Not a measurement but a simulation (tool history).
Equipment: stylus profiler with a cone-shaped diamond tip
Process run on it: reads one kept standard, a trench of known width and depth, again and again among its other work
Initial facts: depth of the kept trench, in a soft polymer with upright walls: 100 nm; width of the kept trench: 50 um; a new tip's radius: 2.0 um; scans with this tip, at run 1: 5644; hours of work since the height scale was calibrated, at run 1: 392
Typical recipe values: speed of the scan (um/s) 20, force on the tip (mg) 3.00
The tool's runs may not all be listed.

run	hour	speed of the scan (um/s)	force on the tip (mg)	scans with this tip	hours of work since the height scale was calibrated	depth of the trench (Å)	width of the trench's floor (nm)
1	0.0	20	3.00	5644	392	1006.9	48510
2	18.8	20	3.00	5794	403	1006.7	48530
3	36.3	20	3.00	5935	412	1006.8	48540
4	47.5	20	3.00	6024	419	1006.8	48480
5	58.4	20	3.00	6112	425	1007.1	48480
6	70.7	20	3.00	6210	432	1007.4	48490
7	82.1	20	3.00	6301	438	1007.0	48520
8	94.7	20	3.00	6401	445	1006.7	48480
9	109.3	20	3.00	6518	453	1007.1	48530
10	128.7	20	3.00	6674	464	1007.1	48450
11	139.2	26	3.00	6758	470	1007.0	48460
12	156.8	26	3.00	6899	479	1006.7	48430
13	170.1	13	6.83	7005	487	1012.4	48550
14	190.7	40	1.63	7170	498	1004.7	48340
15	200.6	40	1.63	7249	504	1004.3	48320
16	219.6	50	8.02	7401	514	1013.5	48450
17	232.7	18	4.28	7506	522	1008.3	48490
18	248.6	22	2.66	7633	530	1006.6	48410
19	266.2	14	2.27	7774	540	1005.8	48510
20	278.8	7	7.07	7875	547	1012.3	48490
21	298.4	14	1.57	8031	558	1003.6	48430
22	318.0	9	2.30	8188	569	1005.8	48490
23	336.9	41	2.13	8339	580	1005.5	48310

Selected run-to-run steps in depth of the trench (Å), each split into two signed amounts: the part the tool would show with no hidden state at all (from settings, incoming material and random variation), and the remainder, which goes to the hidden state together with any gauge scatter not common to the measured and the hidden-state-free results:
Hidden state present: radius of the tip, um; height scale over the true one, %; drift of the gauge itself on depth_nm, %; drift of the gauge itself on floor_um, %.
Run 1 -> 2: no setting changed, nothing entered. depth of the trench (Å) -0.2: hidden state -0.1, all else -0.1.
Run 10 -> 11: speed of the scan (um/s) 20 -> 26. depth of the trench (Å) -0.1: hidden state -0.1, all else +0.0.
Run 15 -> 16: speed of the scan (um/s) 40 -> 50, force on the tip (mg) 1.63 -> 8.02. depth of the trench (Å) +9.2: hidden state +0.0, all else +9.2.
Run 20 -> 21: speed of the scan (um/s) 7 -> 14, force on the tip (mg) 7.07 -> 1.57. depth of the trench (Å) -8.7: hidden state +0.0, all else -8.7.
